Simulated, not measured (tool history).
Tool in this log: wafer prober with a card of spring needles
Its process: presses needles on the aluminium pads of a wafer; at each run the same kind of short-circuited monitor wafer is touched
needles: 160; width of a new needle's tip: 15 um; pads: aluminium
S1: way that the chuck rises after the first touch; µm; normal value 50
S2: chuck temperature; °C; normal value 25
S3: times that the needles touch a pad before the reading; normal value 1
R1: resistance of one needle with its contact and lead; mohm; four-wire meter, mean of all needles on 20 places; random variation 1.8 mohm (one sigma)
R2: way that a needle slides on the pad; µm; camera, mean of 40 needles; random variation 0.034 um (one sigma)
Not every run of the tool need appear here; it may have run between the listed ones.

run 1 hour=0.0 | S1=50 S2=25 S3=1 | R1=193 R2=8.68
-- hour=10.4 tips cleaned on abrasive film
-- hour=18.7 tips cleaned on abrasive film
run 2 hour=25.7 | S1=50 S2=25 S3=1 | R1=241 R2=8.62
-- hour=27.9 tips cleaned on abrasive film
-- hour=38.3 tips cleaned on abrasive film
-- hour=48.7 tips cleaned on abrasive film
-- hour=59.1 tips cleaned on abrasive film
run 3 hour=60.0 | S1=50 S2=25 S3=1 | R1=204 R2=8.46
-- hour=68.3 tips cleaned on abrasive film
-- hour=78.7 tips cleaned on abrasive film
-- hour=87.0 tips cleaned on abrasive film
-- hour=97.4 tips cleaned on abrasive film
run 4 hour=98.1 | S1=50 S2=25 S3=1 | R1=203 R2=8.46
-- hour=106.5 tips cleaned on abrasive film
-- hour=115.0 height of the first contact set anew
-- hour=117.2 tips cleaned on abrasive film
-- hour=127.5 tips cleaned on abrasive film
-- hour=137.9 tips cleaned on abrasive film
-- hour=148.3 tips cleaned on abrasive film
run 5 hour=152.3 | S1=50 S2=34 S3=1 | R1=234 R2=8.22
-- hour=158.6 tips cleaned on abrasive film
-- hour=169.0 tips cleaned on abrasive film
-- hour=179.4 tips cleaned on abrasive film
-- hour=187.7 tips cleaned on abrasive film
-- hour=198.1 tips cleaned on abrasive film
run 6 hour=204.7 | S1=50 S2=25 S3=2 | R1=225 R2=8.16
-- hour=206.9 tips cleaned on abrasive film
-- hour=215.2 tips cleaned on abrasive film
-- hour=225.6 tips cleaned on abrasive film
-- hour=236.0 tips cleaned on abrasive film
-- hour=246.4 tips cleaned on abrasive film
run 7 hour=253.6 | S1=50 S2=50 S3=2 | R1=231 R2=8.10
-- hour=255.8 tips cleaned on abrasive film
-- hour=264.1 tips cleaned on abrasive film
-- hour=274.5 tips cleaned on abrasive film
run 8 hour=277.8 | S1=50 S2=50 S3=2 | R1=223 R2=8.04
-- hour=284.1 tips cleaned on abrasive film
-- hour=294.4 tips cleaned on abrasive film
run 9 hour=301.5 | S1=50 S2=50 S3=2 | R1=237 R2=8.00
-- hour=303.6 tips cleaned on abrasive film
-- hour=312.0 tips cleaned on abrasive film
-- hour=322.4 tips cleaned on abrasive film
-- hour=330.7 tips cleaned on abrasive film
-- hour=339.0 tips cleaned on abrasive film
-- hour=349.4 tips cleaned on abrasive film
run 10 hour=356.3 | S1=50 S2=50 S3=2 | R1=238 R2=7.91
-- hour=358.5 tips cleaned on abrasive film
-- hour=368.9 tips cleaned on abrasive film
-- hour=379.3 tips cleaned on abrasive film
-- hour=389.7 tips cleaned on abrasive film
-- hour=400.1 tips cleaned on abrasive film
-- hour=402.4 height of the first contact set anew, once more
run 11 hour=408.3 | S1=57 S2=43 S3=1 | R1=235 R2=10.22
-- hour=410.5 tips cleaned on abrasive film
-- hour=418.8 tips cleaned on abrasive film
-- hour=429.2 tips cleaned on abrasive film
-- hour=439.6 tips cleaned on abrasive film
-- hour=450.0 tips cleaned on abrasive film
run 12 hour=455.4 | S1=57 S2=43 S3=1 | R1=228 R2=10.05
-- hour=459.7 tips cleaned on abrasive film
-- hour=468.0 tips cleaned on abrasive film
-- hour=478.4 tips cleaned on abrasive film
run 13 hour=479.4 | S1=57 S2=58 S3=2 | R1=203 R2=10.07
-- hour=487.8 tips cleaned on abrasive film
-- hour=496.1 tips cleaned on abrasive film
-- hour=506.5 tips cleaned on abrasive film
-- hour=516.9 tips cleaned on abrasive film
-- hour=525.2 tips cleaned on abrasive film
run 14 hour=530.2 | S1=33 S2=45 S3=1 | R1=304 R2=5.73
-- hour=534.4 tips cleaned on abrasive film
-- hour=544.8 tips cleaned on abrasive film
-- hour=555.2 tips cleaned on abrasive film
run 15 hour=559.1 | S1=33 S2=45 S3=1 | R1=304 R2=5.68
-- hour=565.4 tips cleaned on abrasive film
-- hour=573.7 tips cleaned on abrasive film
-- hour=584.1 tips cleaned on abrasive film
-- hour=594.5 tips cleaned on abrasive film
run 16 hour=598.6 | S1=50 S2=25 S3=2 | R1=217 R2=8.58

The logged runs with the hidden state left out (each run's random variation unchanged):
Unlogged tool condition in this case: debris on the tips, nm; way that the needles fall short of the set height, um; tips' diameter, um; drift of the gauge itself on contact_mohm, %; drift of the gauge itself on scrub_um, %.
run=1 R1=186 R2=9.02
run=2 R1=187 R2=8.99
run=3 R1=187 R2=8.89
run=4 R1=188 R2=8.97
run=5 R1=189 R2=8.93
run=6 R1=186 R2=8.95
run=7 R1=189 R2=8.97
run=8 R1=192 R2=8.96
run=9 R1=192 R2=8.96
run=10 R1=192 R2=8.97
run=11 R1=187 R2=10.22
run=12 R1=189 R2=10.13
run=13 R1=191 R2=10.20
run=14 R1=202 R2=5.94
run=15 R1=203 R2=5.94
run=16 R1=185 R2=8.91
